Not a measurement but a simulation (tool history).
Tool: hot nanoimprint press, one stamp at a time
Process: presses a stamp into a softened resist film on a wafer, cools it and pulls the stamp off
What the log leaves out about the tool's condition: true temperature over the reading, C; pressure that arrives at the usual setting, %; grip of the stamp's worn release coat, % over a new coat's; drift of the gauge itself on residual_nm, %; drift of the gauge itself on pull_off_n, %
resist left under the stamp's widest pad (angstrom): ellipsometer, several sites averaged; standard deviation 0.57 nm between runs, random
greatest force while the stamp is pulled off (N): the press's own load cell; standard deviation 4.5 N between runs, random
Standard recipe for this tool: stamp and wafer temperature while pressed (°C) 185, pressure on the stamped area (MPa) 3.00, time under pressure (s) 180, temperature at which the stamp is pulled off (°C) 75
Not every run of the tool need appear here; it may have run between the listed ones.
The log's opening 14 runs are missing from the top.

run,hour,stamp and wafer temperature while pressed (°C),pressure on the stamped area (MPa),time under pressure (s),temperature at which the stamp is pulled off (°C),hours of work since the thermocouple was calibrated,imprints on the stamp's release coat,hours of work since the press's seals were changed,resist left under the stamp's widest pad (angstrom),greatest force while the stamp is pulled off (N)
15,635.9,185,2.23,180,75,240,1379,861,1309,345
16,696.8,185,2.22,180,69,269,1536,890,1323,393
17,761.8,197,3.99,123,60,300,1703,921,729,475
18,813.5,197,3.99,123,60,325,1836,946,731,501
19,861.1,197,3.99,123,60,347,1959,968,725,542
# hour 875.5: stamp cleaned and given a new release coat
20,899.6,197,3.99,123,60,363,62,984,731,299
# hour 942.4: plate thermocouple calibrated
21,953.0,197,3.99,123,60,5,192,1008,696,302
22,986.5,187,3.00,97,75,21,278,1024,1303,239
23,1043.3,187,3.00,97,75,48,424,1051,1300,249
24,1111.3,187,3.00,97,75,80,599,1083,1320,257
25,1175.8,191,3.00,243,75,111,765,1114,763,277
26,1243.3,174,2.53,180,68,143,939,1146,1902,336
27,1303.8,196,3.63,246,81,172,1095,1175,559,265
28,1338.7,196,2.44,128,65,189,1185,1192,916,384
29,1396.6,185,2.68,129,75,216,1334,1219,1363,313
30,1425.5,185,2.10,129,81,230,1408,1233,1512,291

Alternative continuations, all from the tool just after run 30; predict every row:
A,1482.8,185,3.00,180,83,257,1556,1260,?,?
B,1482.8,178,3.55,272,75,257,1556,1260,?,?
C,1482.8,192,2.10,129,75,257,1556,1260,?,?
D,1482.8,189,2.10,324,62,257,1556,1260,?,?

run,resist left under the stamp's widest pad (angstrom),greatest force while the stamp is pulled off (N)
A,1155,290
B,1244,348
C,1158,357
D,897,449
Take away the tool's hidden state, keep each run's random variation, and the runs would have read:
run,resist left under the stamp's widest pad (angstrom),greatest force while the stamp is pulled off (N)
A,1092,184
B,1166,221
C,1108,227
D,855,286

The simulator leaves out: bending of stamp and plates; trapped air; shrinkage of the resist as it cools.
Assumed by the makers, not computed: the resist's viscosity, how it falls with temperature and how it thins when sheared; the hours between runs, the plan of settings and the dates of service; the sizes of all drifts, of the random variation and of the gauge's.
